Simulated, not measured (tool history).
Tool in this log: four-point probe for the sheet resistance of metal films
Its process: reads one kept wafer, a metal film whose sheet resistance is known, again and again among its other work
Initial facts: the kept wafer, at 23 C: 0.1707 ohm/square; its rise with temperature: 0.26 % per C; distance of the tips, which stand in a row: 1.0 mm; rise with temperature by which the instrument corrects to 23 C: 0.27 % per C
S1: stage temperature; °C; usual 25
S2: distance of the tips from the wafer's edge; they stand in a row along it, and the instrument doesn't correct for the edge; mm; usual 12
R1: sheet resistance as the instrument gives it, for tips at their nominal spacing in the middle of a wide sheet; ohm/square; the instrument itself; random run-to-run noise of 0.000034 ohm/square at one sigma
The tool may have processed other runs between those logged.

run,hour,S1,S2,R1
1,0.0,25,12,0.170539
2,21.2,25,12,0.170527
3,48.5,25,12,0.170533
4,65.9,25,12,0.170517
5,93.6,25,12,0.170586
6,110.6,25,12,0.170587
7,126.9,25,12,0.170561
8,143.6,25,12,0.170590
9,156.0,25,12,0.170519
10,183.6,23,12,0.170643
11,199.5,25,12,0.170597
12,221.9,35,61,0.169871
13,243.6,21,36,0.170163
# hour 245.6: stage's thermometer calibrated
14,269.4,24,12,0.170666
15,286.2,24,12,0.170691
16,300.3,19,12,0.170821
# hour 304.1: stage's thermometer calibrated, once more
17,327.6,24,10,0.170941
18,343.6,35,37,0.169963
19,363.2,25,3,0.179680
20,381.7,25,3,0.179648
21,401.5,25,3,0.179538

Alternative continuations, all from the tool just after run 21; predict every row:
A,415.3,33,14,?
B,415.3,27,4,?
C,415.3,25,17,?
D,415.3,18,12,?

run,R1
A,0.170440
B,0.175557
C,0.170378
D,0.170911
The same runs, with their run-to-run variation unchanged, on a tool lacking any hidden condition would have given:
run,R1
A,0.171026
B,0.176159
C,0.170963
D,0.171497
